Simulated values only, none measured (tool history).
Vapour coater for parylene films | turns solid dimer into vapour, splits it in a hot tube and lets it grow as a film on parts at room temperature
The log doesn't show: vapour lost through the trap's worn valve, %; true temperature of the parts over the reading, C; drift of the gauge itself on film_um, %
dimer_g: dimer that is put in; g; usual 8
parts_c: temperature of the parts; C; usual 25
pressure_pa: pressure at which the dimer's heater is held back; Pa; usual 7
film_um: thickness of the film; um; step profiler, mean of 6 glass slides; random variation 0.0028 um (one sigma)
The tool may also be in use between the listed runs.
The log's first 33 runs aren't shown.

run	hour	dimer_g	parts_c	pressure_pa	hours of work since the trap's valve was overhauled	hours of work since the table's thermometer was calibrated	film_um
34	1521.8	4	26	10.21	271	1533	0.463
35	1566.1	8	19	2.34	290	1551	1.71
36	1598	10	24	2.16	303	1564	1.736
37	1631.1	10	24	2.16	316	1578	1.74
38	1658	10	24	2.16	328	1589	1.732
39	1704.4	10	24	2.16	347	1608	1.733
40	1748.2	10	24	2.16	365	1626	1.736
41	1777.2	10	24	2.16	377	1638	1.734
42	1804.9	10	24	2.16	388	1650	1.736

Forecast run 43:
43	1834.6	10	24	2.16	400	1662	?

film_um: 1.735 um
Without the tool's hidden state the same run would have given film_um 1.736 um.
